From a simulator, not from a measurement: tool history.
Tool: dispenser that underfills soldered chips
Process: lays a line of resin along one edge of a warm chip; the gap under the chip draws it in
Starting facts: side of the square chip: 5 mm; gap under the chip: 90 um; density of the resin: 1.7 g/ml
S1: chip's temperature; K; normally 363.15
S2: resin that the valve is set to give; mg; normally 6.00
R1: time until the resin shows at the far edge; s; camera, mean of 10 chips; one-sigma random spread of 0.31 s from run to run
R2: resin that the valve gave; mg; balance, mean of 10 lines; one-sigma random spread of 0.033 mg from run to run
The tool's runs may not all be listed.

| run | day | S1 | S2 | R1 | R2 |
|---|---|---|---|---|---|
| 1 | 0.000 | 363.15 | 6.00 | 10.9 | 5.65 |
|  | 0.250 | new syringe of resin |
| 2 | 0.492 | 363.15 | 6.34 | 13.4 | 5.92 |
|  | 0.600 | new syringe of resin |
| 3 | 0.871 | 362.15 | 6.00 | 14.2 | 5.58 |
|  | 0.929 | new syringe of resin |
| 4 | 1.196 | 375.15 | 6.00 | 8.9 | 5.59 |
|  | 1.262 | new syringe of resin |
| 5 | 1.492 | 375.15 | 6.00 | 8.2 | 5.60 |
|  | 1.612 | new syringe of resin |
| 6 | 1.758 | 375.15 | 6.00 | 7.8 | 5.54 |
|  | 1.871 | dispensing valve cleaned and set on the balance |
|  | 1.996 | new syringe of resin |
| 7 | 2.050 | 375.15 | 6.00 | 6.9 | 5.96 |
|  | 2.312 | new syringe of resin |
| 8 | 2.383 | 375.15 | 6.00 | 6.8 | 6.01 |
|  | 2.662 | new syringe of resin |
| 9 | 2.808 | 375.15 | 6.00 | 7.1 | 5.95 |
|  | 3.021 | new syringe of resin |
| 10 | 3.083 | 375.15 | 6.00 | 6.8 | 5.89 |
|  | 3.367 | new syringe of resin |
| 11 | 3.542 | 375.15 | 6.00 | 7.9 | 5.87 |
|  | 3.683 | new syringe of resin |
| 12 | 3.871 | 363.15 | 6.00 | 12.7 | 5.88 |
|  | 4.008 | new syringe of resin |
| 13 | 4.262 | 363.15 | 6.00 | 13.7 | 5.82 |
|  | 4.325 | new syringe of resin |
| 14 | 4.596 | 363.15 | 5.91 | 13.6 | 5.75 |
|  | 4.650 | new syringe of resin |
| 15 | 4.917 | 363.15 | 5.71 | 13.7 | 5.48 |
|  | 5.000 | new syringe of resin |
| 16 | 5.242 | 363.15 | 6.00 | 13.1 | 5.75 |
|  | 5.333 | new syringe of resin |
|  | 5.662 | new syringe of resin |
| 17 | 5.712 | 363.15 | 6.00 | 10.7 | 5.69 |
|  | 6.004 | new syringe of resin |
| 18 | 6.046 | 356.15 | 6.54 | 12.6 | 6.19 |
| 19 | 6.304 | 377.15 | 6.99 | 8.9 | 6.60 |
|  | 6.342 | new syringe of resin |
|  | 6.667 | new syringe of resin |
| 20 | 6.838 | 359.15 | 6.99 | 14.2 | 6.61 |
|  | 6.996 | new syringe of resin |
| 21 | 7.200 | 359.15 | 6.99 | 14.8 | 6.55 |
|  | 7.329 | new syringe of resin |
|  | 7.654 | new syringe of resin |
| 22 | 7.704 | 357.15 | 7.75 | 13.4 | 7.21 |
|  | 7.971 | new syringe of resin |
| 23 | 8.025 | 371.15 | 6.40 | 7.7 | 5.96 |
|  | 8.288 | new syringe of resin |
| 24 | 8.496 | 366.15 | 6.71 | 11.2 | 6.23 |
|  | 8.608 | new syringe of resin |
|  | 8.721 | dispensing valve cleaned and set on the balance |
|  | 8.967 | new syringe of resin |
| 25 | 8.975 | 368.15 | 6.92 | 8.1 | 6.92 |
| 26 | 9.262 | 368.15 | 6.92 | 11.5 | 6.89 |
|  | 9.317 | new syringe of resin |
|  | 9.650 | new syringe of resin |
| 27 | 9.654 | 348.15 | 7.04 | 17.0 | 6.95 |
|  | 9.983 | new syringe of resin |
| 28 | 10.162 | 350.15 | 6.42 | 20.9 | 6.30 |
|  | 10.317 | new syringe of resin |
|  | 10.646 | new syringe of resin |
| 29 | 10.700 | 350.15 | 6.42 | 17.4 | 6.27 |
|  | 10.975 | new syringe of resin |
| 30 | 11.054 | 374.15 | 5.41 | 7.7 | 5.30 |
|  | 11.321 | new syringe of resin |
| 31 | 11.446 | 363.15 | 6.18 | 11.7 | 6.00 |
|  | 11.646 | new syringe of resin |
| 32 | 11.879 | 363.15 | 6.18 | 13.5 | 6.01 |
|  | 11.962 | new syringe of resin |
| 33 | 12.167 | 376.15 | 5.93 | 8.0 | 5.75 |
|  | 12.292 | new syringe of resin |
| 34 | 12.479 | 376.15 | 5.93 | 8.2 | 5.70 |

Here are 3 independent what-if runs from the current tool condition. What would each one return?
|  | 12.612 | new syringe of resin |
|  | 12.938 | new syringe of resin |
| A | 12.975 | 376.15 | 7.48 | ? | ? |
|  | 12.612 | new syringe of resin |
|  | 12.938 | new syringe of resin |
| B | 12.975 | 366.15 | 7.21 | ? | ? |
|  | 12.612 | new syringe of resin |
|  | 12.938 | new syringe of resin |
| C | 12.975 | 363.15 | 7.56 | ? | ? |

| run | R1 | R2 |
|---|---|---|
| A | 6.7 | 7.08 |
| B | 9.1 | 6.89 |
| C | 10.5 | 7.19 |
Without the tool's unlogged condition, the same runs would have read:
| run | R1 | R2 |
|---|---|---|
| A | 6.2 | 7.43 |
| B | 8.3 | 7.23 |
| C | 9.6 | 7.54 |
